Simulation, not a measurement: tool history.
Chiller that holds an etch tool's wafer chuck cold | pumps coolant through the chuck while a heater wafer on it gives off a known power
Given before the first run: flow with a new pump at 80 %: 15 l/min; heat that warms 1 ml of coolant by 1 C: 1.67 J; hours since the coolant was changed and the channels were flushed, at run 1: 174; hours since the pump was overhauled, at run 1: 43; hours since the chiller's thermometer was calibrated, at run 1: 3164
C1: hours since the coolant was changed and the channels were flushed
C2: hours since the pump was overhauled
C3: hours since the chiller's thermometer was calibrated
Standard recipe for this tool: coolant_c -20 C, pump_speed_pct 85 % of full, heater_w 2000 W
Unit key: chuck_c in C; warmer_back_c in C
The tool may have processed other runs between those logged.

Run 1, hour 0.0: usual settings; C1 174; C2 43; C3 3164. Result: chuck_c -2.0 C, warmer_back_c 4.48 C.
Run 2, hour 25.9: usual settings; C1 200; C2 69; C3 3190. Result: chuck_c -2.0 C, warmer_back_c 4.54 C.
Run 3, hour 53.1: usual settings; C1 227; C2 97; C3 3217. Result: chuck_c -2.0 C, warmer_back_c 4.50 C.
Run 4, hour 75.0: usual settings but heater_w 1927 W; C1 249; C2 118; C3 3239. Result: chuck_c -2.6 C, warmer_back_c 4.36 C.
Run 5, hour 98.0: usual settings; C1 272; C2 141; C3 3262. Result: chuck_c -2.0 C, warmer_back_c 4.54 C.
Run 6, hour 114.3: usual settings; C1 288; C2 158; C3 3278. Result: chuck_c -1.9 C, warmer_back_c 4.50 C.
Run 7, hour 131.5: usual settings; C1 305; C2 175; C3 3296. Result: chuck_c -1.7 C, warmer_back_c 4.54 C.
Run 8, hour 151.6: usual settings; C1 325; C2 195; C3 3316. Result: chuck_c -1.9 C, warmer_back_c 4.57 C.
Run 9, hour 174.6: usual settings; C1 348; C2 218; C3 3339. Result: chuck_c -2.0 C, warmer_back_c 4.51 C.
Run 10, hour 194.0: usual settings; C1 368; C2 237; C3 3358. Result: chuck_c -1.8 C, warmer_back_c 4.55 C.
Run 11, hour 223.4: usual settings; C1 397; C2 267; C3 3388. Result: chuck_c -1.8 C, warmer_back_c 4.58 C.
Run 12, hour 248.4: usual settings; C1 422; C2 292; C3 3413. Result: chuck_c -1.8 C, warmer_back_c 4.55 C.
Run 13, hour 271.2: usual settings; C1 445; C2 315; C3 3435. Result: chuck_c -1.8 C, warmer_back_c 4.55 C.
Run 14, hour 287.6: usual settings; C1 461; C2 331; C3 3452. Result: chuck_c -1.9 C, warmer_back_c 4.56 C.
Run 15, hour 304.0: usual settings but heater_w 2591 W; C1 478; C2 347; C3 3468. Result: chuck_c 3.5 C, warmer_back_c 5.89 C.
Run 16, hour 320.9: usual settings but heater_w 2591 W; C1 495; C2 364; C3 3485. Result: chuck_c 3.5 C, warmer_back_c 5.82 C.
At hour 336.5: chiller's thermometer calibrated.
Run 17, hour 350.3: usual settings but heater_w 2844 W; C1 523; C2 393; C3 14. Result: chuck_c 5.4 C, warmer_back_c 6.47 C.
Run 18, hour 372.7: usual settings but coolant_c -23 C, pump_speed_pct 84 % of full, heater_w 2201 W; C1 545; C2 415; C3 36. Result: chuck_c -3.0 C, warmer_back_c 5.07 C.
Run 19, hour 399.3: usual settings but coolant_c -23 C, pump_speed_pct 84 % of full, heater_w 2201 W; C1 572; C2 442; C3 63. Result: chuck_c -3.2 C, warmer_back_c 5.15 C.
Run 20, hour 426.9: usual settings but coolant_c -26 C; C1 600; C2 469; C3 90. Result: chuck_c -8.0 C, warmer_back_c 4.57 C.
Run 21, hour 455.5: usual settings but coolant_c -21 C, pump_speed_pct 75 % of full, heater_w 1623 W; C1 628; C2 498; C3 119. Result: chuck_c -5.2 C, warmer_back_c 4.15 C.
Run 22, hour 468.2: usual settings but coolant_c -13 C, pump_speed_pct 67 % of full, heater_w 1697 W; C1 641; C2 511; C3 132. Result: chuck_c 4.6 C, warmer_back_c 4.86 C.
Run 23, hour 492.7: usual settings but coolant_c -15 C, pump_speed_pct 80 % of full, heater_w 1815 W; C1 665; C2 535; C3 156. Result: chuck_c 1.9 C, warmer_back_c 4.41 C.
Run 24, hour 523.6: usual settings but coolant_c -15 C, pump_speed_pct 80 % of full, heater_w 1815 W; C1 696; C2 566; C3 187. Result: chuck_c 2.1 C, warmer_back_c 4.40 C.
Run 25, hour 545.5: usual settings but coolant_c -18 C, pump_speed_pct 95 % of full; C1 718; C2 588; C3 209. Result: chuck_c -1.2 C, warmer_back_c 4.14 C.
Run 26, hour 570.7: usual settings but coolant_c -21 C, pump_speed_pct 72 % of full, heater_w 1107 W; C1 743; C2 613; C3 234. Result: chuck_c -9.9 C, warmer_back_c 2.99 C.
Run 27, hour 596.9: usual settings but coolant_c -19 C, pump_speed_pct 89 % of full, heater_w 1840 W; C1 770; C2 639; C3 260. Result: chuck_c -2.8 C, warmer_back_c 4.01 C.
Run 28, hour 614.4: usual settings but coolant_c -10 C, pump_speed_pct 79 % of full, heater_w 1036 W; C1 787; C2 657; C3 278. Result: chuck_c -0.2 C, warmer_back_c 2.56 C.
Run 29, hour 637.5: usual settings but pump_speed_pct 68 % of full, heater_w 2788 W; C1 810; C2 680; C3 301. Result: chuck_c 8.8 C, warmer_back_c 7.92 C.
Run 30, hour 655.2: usual settings but pump_speed_pct 91 % of full, heater_w 1027 W; C1 828; C2 698; C3 319. Result: chuck_c -11.1 C, warmer_back_c 2.26 C.
Run 31, hour 681.1: usual settings but pump_speed_pct 91 % of full, heater_w 1027 W; C1 854; C2 724; C3 345. Result: chuck_c -11.0 C, warmer_back_c 2.17 C.
Run 32, hour 704.8: usual settings but coolant_c -25 C, pump_speed_pct 68 % of full, heater_w 1127 W; C1 878; C2 747; C3 368. Result: chuck_c -13.2 C, warmer_back_c 3.24 C.
Run 33, hour 720.6: usual settings but pump_speed_pct 61 % of full; C1 893; C2 763; C3 384. Result: chuck_c 2.2 C, warmer_back_c 6.30 C.

Each row is a separate what-if for the run after 33, all from the same tool condition, not one after another. Results?
Run A, hour 739.0: usual settings but pump_speed_pct 61 % of full, heater_w 2617 W; C1 912; C2 781; C3 403. Result: chuck_c ?, warmer_back_c ?.
Run B, hour 739.0: usual settings but pump_speed_pct 61 % of full, heater_w 1530 W; C1 912; C2 781; C3 403. Result: chuck_c ?, warmer_back_c ?.
Run C, hour 739.0: usual settings but pump_speed_pct 93 % of full, heater_w 1059 W; C1 912; C2 781; C3 403. Result: chuck_c ?, warmer_back_c ?.

run  chuck_c  warmer_back_c
  A      9.2           8.29
  B     -2.8           4.87
  C    -10.8           2.23
Had the tool no hidden state, the same runs would have come out as:
run  chuck_c  warmer_back_c
  A      8.0           8.15
  B     -3.5           4.78
  C    -11.2           2.19
